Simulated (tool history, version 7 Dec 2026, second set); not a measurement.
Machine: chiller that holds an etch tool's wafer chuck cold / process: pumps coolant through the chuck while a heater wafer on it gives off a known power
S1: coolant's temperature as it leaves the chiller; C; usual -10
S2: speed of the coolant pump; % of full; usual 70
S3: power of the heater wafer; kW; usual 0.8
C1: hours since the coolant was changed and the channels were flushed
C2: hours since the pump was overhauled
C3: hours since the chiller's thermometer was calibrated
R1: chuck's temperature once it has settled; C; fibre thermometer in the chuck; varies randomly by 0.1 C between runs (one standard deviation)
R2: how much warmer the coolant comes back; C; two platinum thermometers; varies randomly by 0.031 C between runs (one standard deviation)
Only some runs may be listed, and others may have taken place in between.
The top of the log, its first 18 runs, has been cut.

run    hour   S1  S2     S3    C1    C2   C3    R1    R2
     1917.4  -- coolant changed, channels flushed
 19  1922.4   -2  95  1.165     5  7188  255    10  2.55
 20  1995.6  -10  87  0.403    78  7261  328  -5.8     1
     2016.8  -- chiller's thermometer calibrated, once more
 21  2097.7  -10  87  0.403   179  7363   81  -5.4  0.98
 22  2173.3  -10  87  0.403   255  7438  157  -5.4  0.94
 23  2250.1  -10  87  0.403   332  7515  233  -5.3  0.93
 24  2339.6  -18  88   0.78   421  7604  323  -9.3  1.88
 25  2474.9  -10  62  1.138   556  7740  458   6.8  3.88
 26  2542.8  -10  62  1.138   624  7808  526   6.8  3.93
 27    2638  -10  88  0.829   720  7903  621  -0.5  2.04
 28  2713.1  -16  70  0.604   795  7978  696  -7.9   1.8
 29  2853.9  -18  70  0.662   935  8119  837    -9  1.98
 30  2962.4   -6  69   0.66  1044  8227  946   3.4  2.01

Run 31 has not been measured yet. What should we expect?
 31  3034.8  -9  70  0.8  1116  8300  1018   ?   ?

{"run 31": {"R1": 2.2, "R2": 2.44}}
Minus the tool's unlogged condition, the same run would have read R1 1.3 C, R2 2.23 C.

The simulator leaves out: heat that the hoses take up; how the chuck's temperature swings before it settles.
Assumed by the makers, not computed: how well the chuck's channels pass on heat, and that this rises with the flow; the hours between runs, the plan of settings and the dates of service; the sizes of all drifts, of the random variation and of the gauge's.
